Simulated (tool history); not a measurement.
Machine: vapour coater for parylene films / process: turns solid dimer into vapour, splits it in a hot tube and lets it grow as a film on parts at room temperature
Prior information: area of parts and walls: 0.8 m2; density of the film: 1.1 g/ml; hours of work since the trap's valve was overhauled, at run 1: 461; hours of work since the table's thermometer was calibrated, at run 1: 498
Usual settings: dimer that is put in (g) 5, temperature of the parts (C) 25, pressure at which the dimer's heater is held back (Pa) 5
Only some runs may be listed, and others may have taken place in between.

run,hour,dimer that is put in (g),temperature of the parts (C),pressure at which the dimer's heater is held back (Pa),hours of work since the trap's valve was overhauled,hours of work since the table's thermometer was calibrated,thickness of the film (µm)
1,0,5,25,5,461,498,3.95
2,16.7,5,25,5,474,511,3.94
3,41,5,25,5,492,529,3.92
# hour 47.3: trap's valve overhauled
4,64.9,3,25,5,13,544,2.59
5,89.8,3,25,5,32,563,2.55
6,105.3,5,25,5,44,575,4.19
7,130.2,5,17,5,63,593,5.04
8,149.9,3,25,5,77,608,2.51
9,168.7,3,25,5,92,622,2.52
10,179.8,3,25,5,100,631,2.54
11,199.4,3,25,5,115,645,2.48
12,218.9,3,25,5,129,660,2.46
13,238.4,5,25,5,144,675,4.11
14,251.5,5,37,5,154,685,3.1
15,269.5,2,25,5,168,698,1.65
16,281.3,5,25,5,176,707,4.09
17,300.7,5,25,5,191,722,4.16
18,320.5,5,25,5,206,737,4.06
19,345.5,5,25,5,225,756,4.11
20,359.5,5,25,5,235,766,4.09

Expected results for the next run?
21,373.5,3,25,5,246,777,?

Run 21 gave thickness of the film (µm) 2.51.
With the hidden condition absent and the run-to-run variation left alone, this run would have shown thickness of the film (µm) 2.58.

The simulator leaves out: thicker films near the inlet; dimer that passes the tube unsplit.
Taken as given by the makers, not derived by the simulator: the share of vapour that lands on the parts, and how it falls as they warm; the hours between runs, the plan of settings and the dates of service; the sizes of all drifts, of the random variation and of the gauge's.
